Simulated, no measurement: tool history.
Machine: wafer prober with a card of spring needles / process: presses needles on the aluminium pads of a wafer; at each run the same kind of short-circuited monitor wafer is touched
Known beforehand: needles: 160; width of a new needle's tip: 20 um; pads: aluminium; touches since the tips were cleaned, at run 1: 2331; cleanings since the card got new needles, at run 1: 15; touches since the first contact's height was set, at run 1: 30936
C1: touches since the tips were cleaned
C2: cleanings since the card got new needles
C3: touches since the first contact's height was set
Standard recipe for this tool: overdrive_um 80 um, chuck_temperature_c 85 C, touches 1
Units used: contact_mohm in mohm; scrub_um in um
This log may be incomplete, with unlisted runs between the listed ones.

{"run": 1, "hour": 0.0, "overdrive_um": 80, "chuck_temperature_c": 85, "touches": 1, "C1": 2331, "C2": 15, "C3": 30936, "contact_mohm": 193, "scrub_um": 13.985}
{"run": 2, "hour": 6.0, "overdrive_um": 80, "chuck_temperature_c": 85, "touches": 1, "C1": 4673, "C2": 15, "C3": 33278, "contact_mohm": 190, "scrub_um": 13.969}
{"hour": 11.5, "done": "tips cleaned on abrasive film"}
{"run": 3, "hour": 14.7, "overdrive_um": 80, "chuck_temperature_c": 85, "touches": 1, "C1": 1249, "C2": 16, "C3": 36669, "contact_mohm": 194, "scrub_um": 13.957}
{"run": 4, "hour": 23.4, "overdrive_um": 80, "chuck_temperature_c": 108, "touches": 1, "C1": 4650, "C2": 16, "C3": 40070, "contact_mohm": 197, "scrub_um": 13.94}
{"hour": 28.8, "done": "tips cleaned on abrasive film"}
{"run": 5, "hour": 36.3, "overdrive_um": 80, "chuck_temperature_c": 108, "touches": 1, "C1": 2936, "C2": 17, "C3": 45102, "contact_mohm": 199, "scrub_um": 13.897}
{"hour": 46.6, "done": "tips cleaned on abrasive film"}
{"run": 6, "hour": 50.4, "overdrive_um": 80, "chuck_temperature_c": 108, "touches": 1, "C1": 1503, "C2": 18, "C3": 50614, "contact_mohm": 199, "scrub_um": 13.868}
{"run": 7, "hour": 56.2, "overdrive_um": 80, "chuck_temperature_c": 85, "touches": 3, "C1": 3797, "C2": 18, "C3": 52908, "contact_mohm": 193, "scrub_um": 13.852}
{"hour": 63.9, "done": "tips cleaned on abrasive film"}
{"run": 8, "hour": 63.9, "overdrive_um": 76, "chuck_temperature_c": 85, "touches": 3, "C1": 0, "C2": 19, "C3": 55886, "contact_mohm": 193, "scrub_um": 13.14}
{"run": 9, "hour": 76.0, "overdrive_um": 76, "chuck_temperature_c": 85, "touches": 3, "C1": 4755, "C2": 19, "C3": 60641, "contact_mohm": 192, "scrub_um": 13.116}
{"hour": 81.7, "done": "tips cleaned on abrasive film"}
{"run": 10, "hour": 86.4, "overdrive_um": 76, "chuck_temperature_c": 85, "touches": 3, "C1": 1814, "C2": 20, "C3": 64665, "contact_mohm": 195, "scrub_um": 13.09}
{"run": 11, "hour": 97.5, "overdrive_um": 76, "chuck_temperature_c": 85, "touches": 3, "C1": 6170, "C2": 20, "C3": 69021, "contact_mohm": 197, "scrub_um": 13.056}
{"hour": 100.0, "done": "tips cleaned on abrasive film"}
{"run": 12, "hour": 104.0, "overdrive_um": 76, "chuck_temperature_c": 85, "touches": 3, "C1": 1571, "C2": 21, "C3": 71537, "contact_mohm": 195, "scrub_um": 13.046}
{"run": 13, "hour": 113.4, "overdrive_um": 76, "chuck_temperature_c": 62, "touches": 3, "C1": 5277, "C2": 21, "C3": 75243, "contact_mohm": 192, "scrub_um": 13.028}
{"hour": 117.3, "done": "tips cleaned on abrasive film"}
{"run": 14, "hour": 125.0, "overdrive_um": 96, "chuck_temperature_c": 100, "touches": 2, "C1": 3057, "C2": 22, "C3": 79776, "contact_mohm": 194, "scrub_um": 16.407}

A few steps of scrub_um between consecutive runs. Split each: what settings, incoming material and random variation would produce without the hidden state, and what is left over for the hidden state, along with gauge scatter present in only one of the two compared results (measured, and without hidden state):
Hidden state present: debris on the tips, nm; way that the needles fall short of the set height, um; tips' diameter, um; drift of the gauge itself on contact_mohm, %; drift of the gauge itself on scrub_um, %.
Run 13 -> 14: overdrive_um 76 -> 96, chuck_temperature_c 62 -> 100, touches 3 -> 2, tips cleaned on abrasive film. scrub_um +3.379 um: hidden state -0.104, all else +3.483.
